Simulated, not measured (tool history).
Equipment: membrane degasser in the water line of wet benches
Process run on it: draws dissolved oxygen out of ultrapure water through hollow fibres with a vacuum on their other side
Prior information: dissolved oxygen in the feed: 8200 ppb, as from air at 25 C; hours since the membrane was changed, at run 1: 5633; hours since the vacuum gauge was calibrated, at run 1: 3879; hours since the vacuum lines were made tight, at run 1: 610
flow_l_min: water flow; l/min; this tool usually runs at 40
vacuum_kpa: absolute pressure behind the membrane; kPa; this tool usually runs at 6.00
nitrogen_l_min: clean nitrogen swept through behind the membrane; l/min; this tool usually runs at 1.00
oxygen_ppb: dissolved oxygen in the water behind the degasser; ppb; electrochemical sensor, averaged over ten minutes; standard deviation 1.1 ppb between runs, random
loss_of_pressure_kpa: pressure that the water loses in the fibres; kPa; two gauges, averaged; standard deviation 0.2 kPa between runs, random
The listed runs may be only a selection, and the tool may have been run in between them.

run,hour,flow_l_min,vacuum_kpa,nitrogen_l_min,hours since the membrane was changed,hours since the vacuum gauge was calibrated,hours since the vacuum lines were made tight,oxygen_ppb,loss_of_pressure_kpa
1,0.0,40,6.00,1.00,5633,3879,610,237.5,47.68
2,73.0,40,6.00,1.00,5706,3952,683,239.7,47.81
3,158.4,40,6.00,0.47,5791,4037,768,404.2,47.82
4,285.8,40,6.00,0.47,5918,4165,895,402.5,48.19
5,409.6,40,6.00,0.47,6042,4288,1019,402.7,47.78
6,523.8,40,6.15,0.47,6157,4403,1133,424.1,47.77
7,671.2,40,6.15,0.47,6304,4550,1281,421.9,48.54
# hour 731.4: vacuum gauge calibrated
8,817.9,40,6.15,0.47,6450,87,1427,409.1,48.00
9,951.9,40,6.15,0.47,6584,220,1561,406.4,48.40
10,1038.9,40,3.77,1.00,6671,308,1648,55.0,48.33
11,1106.1,51,6.00,2.17,6738,375,1715,161.1,61.81
12,1211.8,25,6.00,1.38,6844,480,1821,116.8,29.91
13,1289.2,25,6.00,1.38,6921,558,1898,115.8,29.82

5 options for the next run, each taken on its own from the tool as it stands now. Forecast them:
A,1371.9,40,3.76,1.29,7004,641,1981,?,?
B,1371.9,40,12.59,1.00,7004,641,1981,?,?
C,1371.9,41,4.30,0.52,7004,641,1981,?,?
D,1371.9,42,13.76,0.71,7004,641,1981,?,?
E,1371.9,48,6.00,0.58,7004,641,1981,?,?

run,oxygen_ppb,loss_of_pressure_kpa
A,46.6,48.71
B,718.5,48.43
C,159.1,49.59
D,1041.1,50.98
E,389.0,58.44
Stripped of hidden state, with their random variation kept, the same runs would have yielded:
run,oxygen_ppb,loss_of_pressure_kpa
A,40.0,46.06
B,711.3,45.77
C,148.3,46.89
D,1034.1,48.20
E,377.5,55.25
